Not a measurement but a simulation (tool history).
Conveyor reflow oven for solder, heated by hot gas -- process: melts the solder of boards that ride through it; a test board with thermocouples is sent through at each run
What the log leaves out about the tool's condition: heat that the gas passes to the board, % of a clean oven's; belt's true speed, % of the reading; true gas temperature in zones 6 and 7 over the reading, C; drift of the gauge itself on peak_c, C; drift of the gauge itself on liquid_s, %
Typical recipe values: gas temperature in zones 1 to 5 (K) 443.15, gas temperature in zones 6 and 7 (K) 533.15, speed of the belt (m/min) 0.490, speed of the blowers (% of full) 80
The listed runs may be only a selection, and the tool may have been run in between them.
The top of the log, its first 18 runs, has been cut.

run,day,gas temperature in zones 1 to 5 (K),gas temperature in zones 6 and 7 (K),speed of the belt (m/min),speed of the blowers (% of full),hours of work since the flux was cleaned out,hours of work since the belt drive was overhauled,hours of work since the thermocouples were changed,highest temperature of the board (K),time above the solder's melting point (s)
19,7.888,443.15,539.15,0.457,83,119,669,312,533.25,76.9
20,8.517,443.15,539.15,0.457,53,128,678,321,527.65,71.4
21,9.033,443.15,539.15,0.457,50,135,685,328,527.85,69.7
22,9.638,446.15,533.15,0.589,83,144,694,337,522.25,52.2
23,10.092,442.15,523.15,0.399,57,150,701,343,516.25,73.3
24,10.596,440.15,544.15,0.448,77,157,708,350,538.45,80.2
25,11.117,440.15,544.15,0.448,77,165,715,358,536.85,79.1
26,11.696,440.15,544.15,0.448,77,173,724,366,538.15,79.2
27,12.338,443.15,546.15,0.436,80,182,733,375,540.45,84.9
28,12.946,436.15,526.15,0.490,74,191,741,384,517.05,57.9
29,13.225,445.15,547.15,0.490,51,195,745,388,533.85,70.5
30,13.821,445.15,521.15,0.490,82,204,754,397,513.95,58.4
31,14.304,445.15,521.15,0.490,82,210,761,403,514.65,59.3
32,14.942,445.15,521.15,0.490,82,220,770,413,514.25,58.2

Here are 3 independent what-if runs from the current tool condition. What would each one return?
A,15.350,452.15,532.15,0.490,59,225,776,418,?,?
B,15.350,457.15,538.15,0.428,82,225,776,418,?,?
C,15.350,445.15,521.15,0.574,82,225,776,418,?,?

run,highest temperature of the board (K),time above the solder's melting point (s)
A,523.15,65.0
B,533.65,88.3
C,511.55,45.9
Take away the tool's hidden state, keep each run's random variation, and the runs would have read:
run,highest temperature of the board (K),time above the solder's melting point (s)
A,523.25,64.9
B,533.75,88.3
C,511.65,46.0

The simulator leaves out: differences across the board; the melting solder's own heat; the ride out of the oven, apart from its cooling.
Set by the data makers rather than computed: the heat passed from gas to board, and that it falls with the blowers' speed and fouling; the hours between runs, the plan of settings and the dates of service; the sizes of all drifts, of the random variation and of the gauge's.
